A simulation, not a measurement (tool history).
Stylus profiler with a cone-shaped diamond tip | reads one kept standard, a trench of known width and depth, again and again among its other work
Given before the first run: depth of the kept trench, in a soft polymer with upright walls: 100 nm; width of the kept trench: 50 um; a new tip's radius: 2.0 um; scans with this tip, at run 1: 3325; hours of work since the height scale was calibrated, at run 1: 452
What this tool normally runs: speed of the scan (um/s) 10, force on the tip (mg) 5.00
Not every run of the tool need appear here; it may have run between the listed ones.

| run | hour | speed of the scan (um/s) | force on the tip (mg) | scans with this tip | hours of work since the height scale was calibrated | depth of the trench (Å) | width of the trench's floor (µm) |
|---|---|---|---|---|---|---|---|
| 1 | 0.0 | 10 | 5.00 | 3325 | 452 | 1013.1 | 48.69 |
| 2 | 32.0 | 10 | 5.00 | 3459 | 470 | 1013.0 | 48.70 |
| 3 | 63.1 | 10 | 5.00 | 3590 | 488 | 1013.3 | 48.73 |
| 4 | 87.6 | 10 | 5.00 | 3693 | 502 | 1013.5 | 48.76 |
| 5 | 111.4 | 10 | 5.00 | 3793 | 515 | 1013.4 | 48.69 |
| 6 | 126.0 | 10 | 5.00 | 3854 | 524 | 1012.6 | 48.71 |
| 7 | 157.1 | 10 | 5.00 | 3985 | 542 | 1012.9 | 48.72 |
| 8 | 178.5 | 10 | 5.00 | 4075 | 554 | 1013.9 | 48.74 |
| 9 | 193.7 | 10 | 5.00 | 4139 | 562 | 1013.1 | 48.71 |
| 10 | 219.3 | 10 | 5.00 | 4246 | 577 | 1012.9 | 48.67 |
| 11 | 250.4 | 10 | 5.00 | 4377 | 595 | 1013.1 | 48.73 |
| 12 | 271.6 | 10 | 5.00 | 4466 | 607 | 1013.4 | 48.70 |
| 13 | 293.4 | 10 | 5.00 | 4558 | 619 | 1013.3 | 48.69 |
| 14 | 317.5 | 10 | 5.00 | 4659 | 633 | 1013.3 | 48.70 |
| 15 | 335.4 | 10 | 5.00 | 4735 | 643 | 1013.0 | 48.70 |
| 16 | 361.9 | 10 | 9.20 | 4846 | 658 | 1019.9 | 48.76 |
| 17 | 378.5 | 18 | 5.00 | 4915 | 668 | 1012.8 | 48.70 |
| 18 | 397.7 | 18 | 5.00 | 4996 | 679 | 1013.0 | 48.66 |
| 19 | 421.9 | 10 | 2.14 | 5098 | 693 | 1007.3 | 48.66 |
| 20 | 444.2 | 10 | 2.14 | 5192 | 705 | 1007.5 | 48.70 |
| 21 | 468.5 | 10 | 2.14 | 5294 | 719 | 1007.1 | 48.70 |
| 22 | 489.4 | 10 | 2.14 | 5382 | 731 | 1007.3 | 48.70 |
| 23 | 506.4 | 30 | 5.00 | 5453 | 741 | 1012.8 | 48.65 |
| 24 | 536.4 | 30 | 5.00 | 5579 | 758 | 1013.0 | 48.60 |
| 25 | 551.3 | 3 | 3.51 | 5642 | 767 | 1010.2 | 48.75 |
| 26 | 567.8 | 10 | 3.66 | 5711 | 776 | 1010.5 | 48.71 |
| 27 | 596.2 | 16 | 7.15 | 5830 | 792 | 1016.4 | 48.70 |
| 28 | 627.3 | 16 | 7.15 | 5961 | 810 | 1016.3 | 48.72 |
| 29 | 651.9 | 23 | 7.58 | 6065 | 824 | 1017.1 | 48.69 |
| 30 | 673.3 | 23 | 7.58 | 6155 | 836 | 1017.4 | 48.73 |
| 31 | 698.5 | 13 | 1.98 | 6261 | 851 | 1007.0 | 48.70 |
| 32 | 725.4 | 13 | 12.19 | 6374 | 866 | 1023.4 | 48.68 |
| 33 | 754.1 | 9 | 3.74 | 6494 | 882 | 1010.6 | 48.69 |
| 34 | 778.6 | 8 | 3.74 | 6597 | 896 | 1010.6 | 48.72 |
| 35 | 807.1 | 5 | 3.48 | 6717 | 913 | 1009.9 | 48.69 |
| 36 | 828.3 | 34 | 1.73 | 6806 | 925 | 1006.2 | 48.53 |
| 37 | 853.8 | 10 | 2.47 | 6913 | 939 | 1008.2 | 48.65 |
| 38 | 880.4 | 6 | 3.44 | 7025 | 955 | 1010.4 | 48.73 |

Run 39 comes next. What will it give?
| 39 | 895.5 | 3 | 2.51 | 7089 | 963 | ? | ? |

depth of the trench (Å): 1008.4
width of the trench's floor (µm): 48.71
Take away the tool's hidden state, keep the run-to-run variation as it was, and the same run would have given depth of the trench (Å) 1008.5, width of the trench's floor (µm) 48.72.

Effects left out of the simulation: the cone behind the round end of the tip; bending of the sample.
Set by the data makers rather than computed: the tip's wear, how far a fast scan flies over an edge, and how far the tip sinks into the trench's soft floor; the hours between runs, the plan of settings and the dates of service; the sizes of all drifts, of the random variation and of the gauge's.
